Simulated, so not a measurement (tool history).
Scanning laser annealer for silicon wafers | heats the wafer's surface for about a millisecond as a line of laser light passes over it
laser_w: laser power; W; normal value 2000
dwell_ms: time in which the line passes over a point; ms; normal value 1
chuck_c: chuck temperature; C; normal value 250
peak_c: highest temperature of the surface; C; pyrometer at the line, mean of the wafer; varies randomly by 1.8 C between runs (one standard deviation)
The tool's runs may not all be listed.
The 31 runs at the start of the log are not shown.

run 32 hour=847.3 | laser_w=1954 dwell_ms=0.81 chuck_c=245 | peak_c=926
run 33 hour=867.8 | laser_w=2000 dwell_ms=1.15 chuck_c=283 | peak_c=1085
run 34 hour=905.2 | laser_w=2000 dwell_ms=1.15 chuck_c=283 | peak_c=1087
run 35 hour=938.7 | laser_w=2000 dwell_ms=1.15 chuck_c=283 | peak_c=1089
run 36 hour=971.4 | laser_w=2000 dwell_ms=1.15 chuck_c=283 | peak_c=1084
run 37 hour=989.2 | laser_w=2000 dwell_ms=1.15 chuck_c=283 | peak_c=1087
run 38 hour=1013.5 | laser_w=2000 dwell_ms=1.15 chuck_c=283 | peak_c=1088
run 39 hour=1032.2 | laser_w=1799 dwell_ms=0.83 chuck_c=283 | peak_c=919
run 40 hour=1064.9 | laser_w=1960 dwell_ms=0.73 chuck_c=250 | peak_c=902
run 41 hour=1092.3 | laser_w=1900 dwell_ms=0.96 chuck_c=250 | peak_c=960
run 42 hour=1120.7 | laser_w=1840 dwell_ms=1.17 chuck_c=255 | peak_c=1006

Below are 3 alternative next runs, each starting from the tool's condition after run 42. Predict each:
run A hour=1149 | laser_w=1911 dwell_ms=1 chuck_c=250 | peak_c=?
run B hour=1149 | laser_w=1772 dwell_ms=0.92 chuck_c=274 | peak_c=?
run C hour=1149 | laser_w=2097 dwell_ms=0.73 chuck_c=257 | peak_c=?

run=A peak_c=978
run=B peak_c=931
run=C peak_c=948
Take away the tool's hidden state, keep each run's random variation, and the runs would have read:
run=A peak_c=979
run=B peak_c=932
run=C peak_c=950
